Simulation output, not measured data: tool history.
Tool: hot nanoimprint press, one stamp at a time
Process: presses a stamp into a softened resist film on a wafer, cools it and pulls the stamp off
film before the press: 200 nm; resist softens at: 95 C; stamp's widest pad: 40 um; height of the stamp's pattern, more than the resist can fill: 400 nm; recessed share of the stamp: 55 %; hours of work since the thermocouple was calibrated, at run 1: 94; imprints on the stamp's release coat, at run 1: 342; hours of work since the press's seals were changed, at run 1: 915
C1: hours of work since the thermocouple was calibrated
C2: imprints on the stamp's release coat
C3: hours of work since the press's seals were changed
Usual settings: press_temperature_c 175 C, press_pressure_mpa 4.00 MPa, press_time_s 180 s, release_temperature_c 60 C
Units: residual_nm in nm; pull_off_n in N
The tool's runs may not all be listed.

Run 1, hour 0.0: usual settings; C1 94; C2 342; C3 915. Result: residual_nm 101.1 nm, pull_off_n 176 N.
Run 2, hour 29.8: usual settings; C1 117; C2 428; C3 938. Result: residual_nm 98.7 nm, pull_off_n 181 N.
At hour 73.3: stamp cleaned and given a new release coat.
Run 3, hour 86.1: usual settings but press_pressure_mpa 3.24 MPa; C1 157; C2 37; C3 978. Result: residual_nm 108.8 nm, pull_off_n 171 N.
Run 4, hour 134.8: usual settings but press_pressure_mpa 3.24 MPa, release_temperature_c 55 C; C1 195; C2 176; C3 1016. Result: residual_nm 111.1 nm, pull_off_n 191 N.
At hour 169.0: press's hydraulic seals changed and the load cell set to zero.
Run 5, hour 175.8: usual settings but press_temperature_c 171 C; C1 221; C2 272; C3 5. Result: residual_nm 116.5 nm, pull_off_n 178 N.
Run 6, hour 202.6: usual settings but press_temperature_c 171 C, release_temperature_c 67 C; C1 243; C2 349; C3 27. Result: residual_nm 115.8 nm, pull_off_n 160 N.
Run 7, hour 232.8: usual settings but press_temperature_c 166 C; C1 266; C2 435; C3 50. Result: residual_nm 137.2 nm, pull_off_n 184 N.
At hour 272.2: plate thermocouple calibrated.
At hour 278.2: stamp cleaned and given a new release coat.
Run 8, hour 287.4: usual settings; C1 7; C2 26; C3 86. Result: residual_nm 101.0 nm, pull_off_n 172 N.
Run 9, hour 338.2: usual settings but press_time_s 117 s; C1 47; C2 173; C3 126. Result: residual_nm 117.7 nm, pull_off_n 178 N.
At hour 351.9: plate thermocouple calibrated, once more.
Run 10, hour 363.0: usual settings but press_time_s 117 s; C1 9; C2 235; C3 144. Result: residual_nm 111.6 nm, pull_off_n 175 N.
Run 11, hour 394.0: usual settings but press_time_s 117 s; C1 33; C2 324; C3 168. Result: residual_nm 112.8 nm, pull_off_n 176 N.
Run 12, hour 434.5: usual settings; C1 65; C2 441; C3 200. Result: residual_nm 96.6 nm, pull_off_n 179 N.
Run 13, hour 463.5: usual settings; C1 88; C2 524; C3 223. Result: residual_nm 98.7 nm, pull_off_n 182 N.
At hour 476.3: stamp cleaned and given a new release coat.
Run 14, hour 507.9: usual settings but press_pressure_mpa 3.91 MPa; C1 118; C2 91; C3 253. Result: residual_nm 99.8 nm, pull_off_n 173 N.
Run 15, hour 536.7: usual settings but release_temperature_c 50 C; C1 141; C2 173; C3 276. Result: residual_nm 97.9 nm, pull_off_n 204 N.
Run 16, hour 577.0: usual settings but press_pressure_mpa 4.89 MPa; C1 173; C2 289; C3 307. Result: residual_nm 90.7 nm, pull_off_n 178 N.
Run 17, hour 609.5: usual settings but press_temperature_c 170 C, press_pressure_mpa 2.55 MPa, press_time_s 173 s, release_temperature_c 67 C; C1 198; C2 383; C3 333. Result: residual_nm 141.0 nm, pull_off_n 161 N.
Run 18, hour 634.2: usual settings but press_temperature_c 170 C, press_pressure_mpa 2.55 MPa, press_time_s 173 s, release_temperature_c 67 C; C1 218; C2 454; C3 353. Result: residual_nm 141.2 nm, pull_off_n 162 N.
Run 19, hour 660.2: usual settings but press_temperature_c 182 C, press_pressure_mpa 3.77 MPa, press_time_s 223 s, release_temperature_c 56 C; C1 238; C2 529; C3 373. Result: residual_nm 73.1 nm, pull_off_n 195 N.
At hour 669.2: stamp cleaned and given a new release coat.
Run 20, hour 694.1: usual settings but press_temperature_c 176 C, press_pressure_mpa 6.05 MPa; C1 260; C2 72; C3 395. Result: residual_nm 79.5 nm, pull_off_n 175 N.
Run 21, hour 731.3: usual settings but press_temperature_c 178 C, press_pressure_mpa 3.56 MPa, press_time_s 134 s, release_temperature_c 58 C; C1 290; C2 179; C3 424. Result: residual_nm 104.9 nm, pull_off_n 181 N.
At hour 739.4: plate thermocouple calibrated.
Run 22, hour 774.4: usual settings but press_temperature_c 178 C, press_pressure_mpa 3.56 MPa, press_time_s 134 s, release_temperature_c 58 C; C1 28; C2 294; C3 456. Result: residual_nm 102.7 nm, pull_off_n 181 N.
Run 23, hour 822.9: usual settings but press_temperature_c 178 C, press_pressure_mpa 3.56 MPa, press_time_s 134 s, release_temperature_c 58 C; C1 66; C2 433; C3 494. Result: residual_nm 102.4 nm, pull_off_n 182 N.
At hour 865.9: stamp cleaned and given a new release coat.
Run 24, hour 873.8: usual settings but press_temperature_c 178 C, press_pressure_mpa 3.56 MPa, press_time_s 134 s, release_temperature_c 58 C; C1 101; C2 23; C3 530. Result: residual_nm 103.7 nm, pull_off_n 177 N.
Run 25, hour 896.9: usual settings but press_temperature_c 168 C, press_pressure_mpa 4.21 MPa, press_time_s 152 s, release_temperature_c 47 C; C1 119; C2 89; C3 548. Result: residual_nm 131.2 nm, pull_off_n 210 N.
Run 26, hour 922.3: usual settings but press_temperature_c 168 C, press_pressure_mpa 4.21 MPa, press_time_s 152 s, release_temperature_c 47 C; C1 139; C2 162; C3 568. Result: residual_nm 132.1 nm, pull_off_n 209 N.
Run 27, hour 955.1: usual settings but press_pressure_mpa 6.38 MPa, press_time_s 357 s, release_temperature_c 46 C; C1 165; C2 256; C3 594. Result: residual_nm 62.0 nm, pull_off_n 210 N.
Run 28, hour 999.0: usual settings but press_pressure_mpa 2.63 MPa, press_time_s 105 s, release_temperature_c 45 C; C1 200; C2 382; C3 628. Result: residual_nm 139.0 nm, pull_off_n 222 N.
Run 29, hour 1042.6: usual settings but press_pressure_mpa 3.19 MPa, press_time_s 233 s; C1 234; C2 508; C3 663. Result: residual_nm 103.3 nm, pull_off_n 185 N.

Forecast each of these 3 alternatives for the next run:
At hour 1061.8: stamp cleaned and given a new release coat.
Run A, hour 1087.6: usual settings but press_temperature_c 179 C, press_pressure_mpa 3.19 MPa, press_time_s 99 s, release_temperature_c 53 C; C1 265; C2 74; C3 694. Result: residual_nm ?, pull_off_n ?.
At hour 1061.8: stamp cleaned and given a new release coat.
Run B, hour 1087.6: usual settings but press_temperature_c 164 C, press_pressure_mpa 3.19 MPa, press_time_s 233 s; C1 265; C2 74; C3 694. Result: residual_nm ?, pull_off_n ?.
At hour 1061.8: stamp cleaned and given a new release coat.
Run C, hour 1087.6: usual settings but press_time_s 224 s, release_temperature_c 47 C; C1 265; C2 74; C3 694. Result: residual_nm ?, pull_off_n ?.

run  residual_nm  pull_off_n
  A        118.2         194
  B        147.6         175
  C         94.7         209
Without the tool's hidden state the same runs would have given:
run  residual_nm  pull_off_n
  A        113.4         189
  B        142.5         171
  C         89.8         204

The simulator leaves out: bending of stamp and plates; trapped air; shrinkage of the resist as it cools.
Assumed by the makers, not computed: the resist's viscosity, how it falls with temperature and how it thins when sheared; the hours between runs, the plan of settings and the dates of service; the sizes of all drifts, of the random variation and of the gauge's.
